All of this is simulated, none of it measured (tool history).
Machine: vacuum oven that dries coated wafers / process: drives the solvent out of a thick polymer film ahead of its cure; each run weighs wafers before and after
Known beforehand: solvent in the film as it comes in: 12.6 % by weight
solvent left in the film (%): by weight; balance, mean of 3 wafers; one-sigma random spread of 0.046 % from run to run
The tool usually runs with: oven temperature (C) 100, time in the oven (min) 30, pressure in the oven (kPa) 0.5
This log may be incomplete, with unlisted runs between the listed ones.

run 1 day=0 | oven_temperature_(C)=100 time_in_the_oven_(min)=30 pressure_in_the_oven_(kPa)=0.5 | solvent_left_in_the_film_(%)=0.66
run 2 day=2.308 | oven_temperature_(C)=100 time_in_the_oven_(min)=30 pressure_in_the_oven_(kPa)=0.5 | solvent_left_in_the_film_(%)=0.81
run 3 day=4.575 | oven_temperature_(C)=100 time_in_the_oven_(min)=30 pressure_in_the_oven_(kPa)=0.5 | solvent_left_in_the_film_(%)=0.71
run 4 day=5.929 | oven_temperature_(C)=100 time_in_the_oven_(min)=30 pressure_in_the_oven_(kPa)=1.726 | solvent_left_in_the_film_(%)=1.43
run 5 day=8.446 | oven_temperature_(C)=100 time_in_the_oven_(min)=30 pressure_in_the_oven_(kPa)=1.726 | solvent_left_in_the_film_(%)=1.35
run 6 day=10.333 | oven_temperature_(C)=112 time_in_the_oven_(min)=30 pressure_in_the_oven_(kPa)=0.5 | solvent_left_in_the_film_(%)=0.15
run 7 day=12.688 | oven_temperature_(C)=100 time_in_the_oven_(min)=20 pressure_in_the_oven_(kPa)=0.5 | solvent_left_in_the_film_(%)=1.43
run 8 day=14.504 | oven_temperature_(C)=100 time_in_the_oven_(min)=52 pressure_in_the_oven_(kPa)=0.5 | solvent_left_in_the_film_(%)=0.34
run 9 day=17.075 | oven_temperature_(C)=100 time_in_the_oven_(min)=37 pressure_in_the_oven_(kPa)=0.5 | solvent_left_in_the_film_(%)=0.48
run 10 day=19.921 | oven_temperature_(C)=100 time_in_the_oven_(min)=30 pressure_in_the_oven_(kPa)=0.5 | solvent_left_in_the_film_(%)=0.7
run 11 day=21.433 | oven_temperature_(C)=100 time_in_the_oven_(min)=30 pressure_in_the_oven_(kPa)=0.5 | solvent_left_in_the_film_(%)=0.7
run 12 day=22.888 | oven_temperature_(C)=100 time_in_the_oven_(min)=30 pressure_in_the_oven_(kPa)=0.5 | solvent_left_in_the_film_(%)=0.65
run 13 day=24.271 | oven_temperature_(C)=100 time_in_the_oven_(min)=30 pressure_in_the_oven_(kPa)=0.5 | solvent_left_in_the_film_(%)=0.76
run 14 day=27.329 | oven_temperature_(C)=100 time_in_the_oven_(min)=30 pressure_in_the_oven_(kPa)=0.5 | solvent_left_in_the_film_(%)=0.68
run 15 day=28.879 | oven_temperature_(C)=100 time_in_the_oven_(min)=30 pressure_in_the_oven_(kPa)=0.5 | solvent_left_in_the_film_(%)=0.68
run 16 day=30.95 | oven_temperature_(C)=100 time_in_the_oven_(min)=30 pressure_in_the_oven_(kPa)=0.5 | solvent_left_in_the_film_(%)=0.69
-- day=33.362 oven's thermocouples calibrated
run 17 day=34.196 | oven_temperature_(C)=100 time_in_the_oven_(min)=30 pressure_in_the_oven_(kPa)=0.5 | solvent_left_in_the_film_(%)=0.69
run 18 day=35.596 | oven_temperature_(C)=100 time_in_the_oven_(min)=30 pressure_in_the_oven_(kPa)=0.5 | solvent_left_in_the_film_(%)=0.66
run 19 day=38.662 | oven_temperature_(C)=97 time_in_the_oven_(min)=30 pressure_in_the_oven_(kPa)=0.365 | solvent_left_in_the_film_(%)=0.9
run 20 day=41.833 | oven_temperature_(C)=103 time_in_the_oven_(min)=30 pressure_in_the_oven_(kPa)=0.959 | solvent_left_in_the_film_(%)=0.83
run 21 day=44.396 | oven_temperature_(C)=88 time_in_the_oven_(min)=51 pressure_in_the_oven_(kPa)=0.959 | solvent_left_in_the_film_(%)=1.52
run 22 day=45.742 | oven_temperature_(C)=106 time_in_the_oven_(min)=16 pressure_in_the_oven_(kPa)=0.491 | solvent_left_in_the_film_(%)=1.01
run 23 day=48.054 | oven_temperature_(C)=100 time_in_the_oven_(min)=38 pressure_in_the_oven_(kPa)=0.787 | solvent_left_in_the_film_(%)=0.63
run 24 day=49.854 | oven_temperature_(C)=100 time_in_the_oven_(min)=38 pressure_in_the_oven_(kPa)=0.787 | solvent_left_in_the_film_(%)=0.65
run 25 day=52.508 | oven_temperature_(C)=99 time_in_the_oven_(min)=27 pressure_in_the_oven_(kPa)=0.366 | solvent_left_in_the_film_(%)=0.86
run 26 day=55.596 | oven_temperature_(C)=93 time_in_the_oven_(min)=30 pressure_in_the_oven_(kPa)=0.692 | solvent_left_in_the_film_(%)=1.62
run 27 day=58.796 | oven_temperature_(C)=94 time_in_the_oven_(min)=51 pressure_in_the_oven_(kPa)=0.312 | solvent_left_in_the_film_(%)=0.39
run 28 day=61.354 | oven_temperature_(C)=94 time_in_the_oven_(min)=51 pressure_in_the_oven_(kPa)=0.312 | solvent_left_in_the_film_(%)=0.43
run 29 day=63.546 | oven_temperature_(C)=107 time_in_the_oven_(min)=31 pressure_in_the_oven_(kPa)=0.269 | solvent_left_in_the_film_(%)=0.21
run 30 day=65.625 | oven_temperature_(C)=91 time_in_the_oven_(min)=16 pressure_in_the_oven_(kPa)=0.305 | solvent_left_in_the_film_(%)=3.82
run 31 day=67.725 | oven_temperature_(C)=113 time_in_the_oven_(min)=44 pressure_in_the_oven_(kPa)=0.987 | solvent_left_in_the_film_(%)=0.39
run 32 day=70.021 | oven_temperature_(C)=113 time_in_the_oven_(min)=44 pressure_in_the_oven_(kPa)=0.987 | solvent_left_in_the_film_(%)=0.33
run 33 day=73.112 | oven_temperature_(C)=110 time_in_the_oven_(min)=46 pressure_in_the_oven_(kPa)=0.542 | solvent_left_in_the_film_(%)=0.14
run 34 day=74.604 | oven_temperature_(C)=99 time_in_the_oven_(min)=49 pressure_in_the_oven_(kPa)=0.425 | solvent_left_in_the_film_(%)=0.37
run 35 day=77.204 | oven_temperature_(C)=98 time_in_the_oven_(min)=26 pressure_in_the_oven_(kPa)=0.4 | solvent_left_in_the_film_(%)=1.09

Branching from run 35: 4 alternative next runs. What would each branch give?
run A day=79.783 | oven_temperature_(C)=100 time_in_the_oven_(min)=30 pressure_in_the_oven_(kPa)=0.685 | solvent_left_in_the_film_(%)=?
run B day=79.783 | oven_temperature_(C)=100 time_in_the_oven_(min)=15 pressure_in_the_oven_(kPa)=0.256 | solvent_left_in_the_film_(%)=?
run C day=79.783 | oven_temperature_(C)=103 time_in_the_oven_(min)=44 pressure_in_the_oven_(kPa)=0.793 | solvent_left_in_the_film_(%)=?
run D day=79.783 | oven_temperature_(C)=100 time_in_the_oven_(min)=37 pressure_in_the_oven_(kPa)=1.668 | solvent_left_in_the_film_(%)=?

run=A solvent_left_in_the_film_(%)=0.75
run=B solvent_left_in_the_film_(%)=2.15
run=C solvent_left_in_the_film_(%)=0.48
run=D solvent_left_in_the_film_(%)=1.12
Without the tool's hidden state the same runs would have given:
run=A solvent_left_in_the_film_(%)=0.74
run=B solvent_left_in_the_film_(%)=2.15
run=C solvent_left_in_the_film_(%)=0.46
run=D solvent_left_in_the_film_(%)=1.11
